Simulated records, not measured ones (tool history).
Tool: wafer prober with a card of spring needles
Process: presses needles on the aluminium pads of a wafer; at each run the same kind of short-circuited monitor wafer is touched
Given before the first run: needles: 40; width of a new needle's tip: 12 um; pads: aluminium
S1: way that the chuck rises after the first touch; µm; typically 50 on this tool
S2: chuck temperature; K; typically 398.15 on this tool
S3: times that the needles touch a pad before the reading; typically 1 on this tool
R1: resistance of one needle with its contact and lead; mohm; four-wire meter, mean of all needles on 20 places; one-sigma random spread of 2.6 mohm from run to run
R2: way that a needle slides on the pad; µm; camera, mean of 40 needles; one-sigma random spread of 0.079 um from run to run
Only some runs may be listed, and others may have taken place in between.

run	hour	S1	S2	S3	R1	R2
1	0.0	50	398.15	1	401	11.43
# hour 1.4: tips cleaned on abrasive film
# hour 17.5: tips cleaned on abrasive film
2	22.1	50	398.15	1	350	11.59
# hour 33.6: tips cleaned on abrasive film
3	34.3	50	398.15	1	316	11.70
# hour 50.8: tips cleaned on abrasive film
4	56.1	50	398.15	1	355	11.51
# hour 66.3: tips cleaned on abrasive film
5	67.5	50	398.15	1	314	11.50
# hour 81.8: tips cleaned on abrasive film
6	82.9	50	398.15	1	315	11.52
# hour 98.2: tips cleaned on abrasive film
7	105.4	50	398.15	1	376	11.52
# hour 114.4: tips cleaned on abrasive film
8	127.3	50	398.15	1	386	11.61
# hour 129.7: tips cleaned on abrasive film
9	141.8	50	398.15	1	398	11.38
# hour 145.1: tips cleaned on abrasive film
10	152.4	50	398.15	1	374	11.40
# hour 160.8: tips cleaned on abrasive film
11	169.8	50	398.15	1	382	11.26
# hour 177.5: tips cleaned on abrasive film
12	184.4	50	398.15	1	361	11.21
# hour 193.7: tips cleaned on abrasive film
13	208.2	50	398.15	1	401	11.35
# hour 210.2: tips cleaned on abrasive film
14	220.4	50	398.15	1	387	11.27
# hour 226.3: tips cleaned on abrasive film
15	231.2	50	398.15	1	363	11.16
# hour 243.5: tips cleaned on abrasive film
16	251.0	50	398.15	1	368	11.27
# hour 259.8: tips cleaned on abrasive film
17	262.7	42	372.15	1	353	9.25
# hour 276.5: tips cleaned on abrasive film
18	278.8	42	376.15	2	324	9.30
# hour 291.8: tips cleaned on abrasive film
19	292.1	42	376.15	2	311	9.42
# hour 307.7: tips cleaned on abrasive film
20	309.1	50	387.15	1	320	11.28
# hour 324.1: tips cleaned on abrasive film
21	330.8	50	387.15	1	372	11.06
# hour 332.4: height of the first contact set anew
# hour 340.0: tips cleaned on abrasive film
22	343.0	64	387.15	2	305	15.10
# hour 356.5: tips cleaned on abrasive film
23	356.5	45	338.15	1	285	10.69
# hour 372.2: tips cleaned on abrasive film
24	374.0	51	363.15	1	319	11.99
25	386.9	50	329.15	2	346	11.93
# hour 388.4: tips cleaned on abrasive film
26	400.5	65	314.15	1	344	15.39
# hour 404.8: tips cleaned on abrasive film
27	414.1	35	309.15	1	435	8.30
# hour 421.1: tips cleaned on abrasive film
28	428.1	33	299.15	1	430	7.64
# hour 437.5: tips cleaned on abrasive film
29	446.7	33	356.15	2	397	7.72
# hour 454.5: tips cleaned on abrasive film
30	464.2	49	356.15	2	342	11.59
# hour 471.2: tips cleaned on abrasive film
# hour 487.0: tips cleaned on abrasive film
31	488.6	49	356.15	2	309	11.46
# hour 503.8: tips cleaned on abrasive film
32	509.6	49	356.15	2	329	11.48

Here are 3 independent what-if runs from the current tool condition. What would each one return?
# hour 519.1: tips cleaned on abrasive film
A	526.3	50	349.15	1	?	?
# hour 519.1: tips cleaned on abrasive film
B	526.3	50	338.15	1	?	?
# hour 519.1: tips cleaned on abrasive film
C	526.3	63	300.15	1	?	?

run	R1	R2
A	364	11.65
B	354	11.75
C	327	14.84
Without the tool's hidden state the same runs would have given:
run	R1	R2
A	285	11.91
B	275	12.01
C	267	15.10
